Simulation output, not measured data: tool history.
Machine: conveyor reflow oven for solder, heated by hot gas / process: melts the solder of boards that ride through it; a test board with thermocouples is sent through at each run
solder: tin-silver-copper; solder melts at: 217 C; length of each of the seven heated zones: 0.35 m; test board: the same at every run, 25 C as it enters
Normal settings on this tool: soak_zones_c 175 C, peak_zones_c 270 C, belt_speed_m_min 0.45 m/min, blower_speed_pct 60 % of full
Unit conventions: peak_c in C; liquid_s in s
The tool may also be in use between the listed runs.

| run | hour | soak_zones_c | peak_zones_c | belt_speed_m_min | blower_speed_pct | peak_c | liquid_s |
|---|---|---|---|---|---|---|---|
| 1 | 0 | 175 | 270 | 0.45 | 60 | 253.7 | 70.8 |
| 2 | 16.9 | 175 | 270 | 0.366 | 60 | 259.5 | 95.4 |
| 3 | 36.6 | 175 | 270 | 0.366 | 60 | 260.3 | 96.1 |
| 4 | 54.8 | 175 | 270 | 0.366 | 60 | 259.5 | 95.7 |
| 5 | 69.4 | 175 | 270 | 0.366 | 60 | 259.3 | 96 |
| 6 | 91 | 180 | 270 | 0.45 | 60 | 254.7 | 73.8 |
| 7 | 107.6 | 180 | 270 | 0.45 | 60 | 254.3 | 74 |
| 8 | 125.8 | 180 | 270 | 0.45 | 60 | 254.2 | 73.4 |
| 9 | 149 | 175 | 270 | 0.445 | 60 | 254 | 72.4 |
| 10 | 168.6 | 175 | 270 | 0.445 | 60 | 253.6 | 72.8 |
| 11 | 191.2 | 175 | 270 | 0.45 | 60 | 253.8 | 71.7 |
| 12 | 211.3 | 175 | 270 | 0.424 | 60 | 255.4 | 78 |
| 13 | 222.9 | 175 | 270 | 0.424 | 60 | 255.5 | 78 |
| 14 | 233.1 | 175 | 270 | 0.45 | 60 | 253.4 | 71.4 |
| 15 | 252.9 | 175 | 270 | 0.45 | 60 | 253.7 | 72.1 |
|  | 258.9 | belt drive overhauled, speed set with a stopwatch |
| 16 | 267.8 | 169 | 270 | 0.45 | 60 | 252.4 | 67.5 |
| 17 | 287.2 | 175 | 270 | 0.438 | 60 | 254.7 | 74.6 |
| 18 | 300.8 | 175 | 270 | 0.438 | 60 | 254.3 | 74.9 |
| 19 | 316.6 | 180 | 267 | 0.45 | 60 | 252 | 72.9 |
| 20 | 326.6 | 181 | 272 | 0.45 | 53 | 254.2 | 74.5 |
|  | 344.4 | belt drive overhauled, speed set with a stopwatch, once more |
| 21 | 348.7 | 175 | 279 | 0.439 | 60 | 262 | 78.7 |
| 22 | 370.2 | 186 | 284 | 0.502 | 67 | 265.7 | 75.5 |
|  | 376.6 | flux residue cleaned out of gas plates and filters |
| 23 | 399.1 | 175 | 276 | 0.45 | 73 | 262.8 | 78.5 |
| 24 | 409.6 | 173 | 285 | 0.45 | 73 | 270.8 | 83.2 |

Forecast run 25:
| 25 | 427.4 | 175 | 270 | 0.45 | 51 | ? | ? |

peak_c: 250.5 C
liquid_s: 67.3 s
With no hidden state in the tool, this same run would have given peak_c 249.9 C, liquid_s 66.6 s.
